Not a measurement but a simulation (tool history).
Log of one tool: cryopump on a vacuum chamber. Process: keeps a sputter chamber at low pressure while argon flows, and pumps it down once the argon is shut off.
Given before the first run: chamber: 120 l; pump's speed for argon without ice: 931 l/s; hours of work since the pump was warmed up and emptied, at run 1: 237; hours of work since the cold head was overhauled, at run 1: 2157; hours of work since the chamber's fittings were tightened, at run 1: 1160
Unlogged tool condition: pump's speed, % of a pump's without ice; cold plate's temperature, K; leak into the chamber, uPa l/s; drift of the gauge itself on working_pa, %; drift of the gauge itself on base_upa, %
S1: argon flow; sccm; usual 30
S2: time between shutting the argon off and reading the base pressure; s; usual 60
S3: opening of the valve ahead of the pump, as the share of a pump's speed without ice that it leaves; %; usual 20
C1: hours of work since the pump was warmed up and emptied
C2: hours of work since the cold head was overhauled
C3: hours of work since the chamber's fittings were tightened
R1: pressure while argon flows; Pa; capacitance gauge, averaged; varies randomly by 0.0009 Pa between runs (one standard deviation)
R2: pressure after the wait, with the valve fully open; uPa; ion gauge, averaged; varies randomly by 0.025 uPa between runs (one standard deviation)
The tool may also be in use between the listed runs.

Run 1, hour 0.0: usual settings; C1 237; C2 2157; C3 1160. Result: R1 0.2743 Pa, R2 1.68 uPa.
Run 2, hour 84.5: usual settings; C1 291; C2 2211; C3 1214. Result: R1 0.2762 Pa, R2 1.70 uPa.
Run 3, hour 168.5: usual settings; C1 345; C2 2265; C3 1268. Result: R1 0.2755 Pa, R2 1.85 uPa.
Run 4, hour 247.9: usual settings; C1 395; C2 2316; C3 1319. Result: R1 0.2768 Pa, R2 1.89 uPa.
Run 5, hour 297.7: usual settings; C1 427; C2 2347; C3 1351. Result: R1 0.2762 Pa, R2 1.97 uPa.
Run 6, hour 367.6: usual settings but S2 176 s; C1 472; C2 2392; C3 1396. Result: R1 0.2799 Pa, R2 1.57 uPa.
Run 7, hour 432.0: usual settings but S2 176 s; C1 513; C2 2433; C3 1437. Result: R1 0.2789 Pa, R2 1.59 uPa.
Run 8, hour 474.8: usual settings but S2 176 s; C1 541; C2 2461; C3 1464. Result: R1 0.2809 Pa, R2 1.64 uPa.
Run 9, hour 545.2: usual settings but S2 176 s; C1 586; C2 2506; C3 1509. Result: R1 0.2789 Pa, R2 1.62 uPa.
Run 10, hour 626.1: usual settings but S2 176 s; C1 637; C2 2558; C3 1561. Result: R1 0.2814 Pa, R2 1.68 uPa.
Run 11, hour 676.7: usual settings but S2 176 s; C1 670; C2 2590; C3 1594. Result: R1 0.2804 Pa, R2 1.75 uPa.
Run 12, hour 765.4: usual settings; C1 727; C2 2647; C3 1650. Result: R1 0.2830 Pa, R2 2.19 uPa.
Run 13, hour 821.3: usual settings; C1 762; C2 2683; C3 1686. Result: R1 0.2835 Pa, R2 2.29 uPa.
Run 14, hour 899.5: usual settings; C1 812; C2 2733; C3 1736. Result: R1 0.2821 Pa, R2 2.28 uPa.
Run 15, hour 972.1: usual settings; C1 859; C2 2779; C3 1783. Result: R1 0.2840 Pa, R2 2.27 uPa.
Run 16, hour 1017.3: usual settings; C1 888; C2 2808; C3 1812. Result: R1 0.2823 Pa, R2 2.37 uPa.
At hour 1060.7: pump warmed up, emptied and cooled again.
Run 17, hour 1088.3: usual settings but S1 49 sccm; C1 18; C2 2850; C3 1854. Result: R1 0.4490 Pa, R2 2.09 uPa.
Run 18, hour 1126.3: usual settings but S2 214 s, S3 43 %; C1 42; C2 2875; C3 1878. Result: R1 0.1278 Pa, R2 1.70 uPa.
Run 19, hour 1199.2: usual settings but S2 214 s, S3 43 %; C1 89; C2 2921; C3 1925. Result: R1 0.1287 Pa, R2 1.76 uPa.
Run 20, hour 1283.4: usual settings but S1 38 sccm, S2 68 s, S3 29 %; C1 143; C2 2975; C3 1979. Result: R1 0.2407 Pa, R2 2.16 uPa.
Run 21, hour 1348.1: usual settings but S1 38 sccm, S2 68 s, S3 29 %; C1 184; C2 3017; C3 2020. Result: R1 0.2438 Pa, R2 2.25 uPa.
Run 22, hour 1384.8: usual settings but S1 38 sccm, S2 68 s, S3 29 %; C1 207; C2 3040; C3 2044. Result: R1 0.2440 Pa, R2 2.13 uPa.
Run 23, hour 1465.8: usual settings but S1 38 sccm, S2 68 s, S3 29 %; C1 259; C2 3092; C3 2096. Result: R1 0.2438 Pa, R2 2.28 uPa.
Run 24, hour 1530.2: usual settings but S1 21 sccm, S3 24 %; C1 301; C2 3133; C3 2137. Result: R1 0.1624 Pa, R2 2.33 uPa.
Run 25, hour 1607.1: usual settings but S1 23 sccm, S2 136 s, S3 54 %; C1 350; C2 3182; C3 2186. Result: R1 0.0817 Pa, R2 2.11 uPa.
Run 26, hour 1685.9: usual settings but S3 19 %; C1 400; C2 3233; C3 2236. Result: R1 0.2939 Pa, R2 2.45 uPa.
Run 27, hour 1767.1: usual settings but S1 15 sccm, S3 15 %; C1 452; C2 3285; C3 2288. Result: R1 0.1857 Pa, R2 2.55 uPa.
Run 28, hour 1846.0: usual settings but S1 24 sccm, S2 161 s; C1 503; C2 3335; C3 2339. Result: R1 0.2226 Pa, R2 2.20 uPa.
Run 29, hour 1910.5: usual settings but S1 24 sccm, S2 161 s; C1 544; C2 3377; C3 2380. Result: R1 0.2237 Pa, R2 2.23 uPa.

What does the tool deliver on the next run?
Run 30, hour 1961.7: usual settings but S1 24 sccm, S2 161 s, S3 19 %; C1 577; C2 3410; C3 2413. Result: R1 ?, R2 ?.

Run 30 measured R1 0.2348 Pa, R2 2.30 uPa.
Had the tool carried no hidden state, the very same run would have given R1 0.2283 Pa, R2 0.56 uPa.
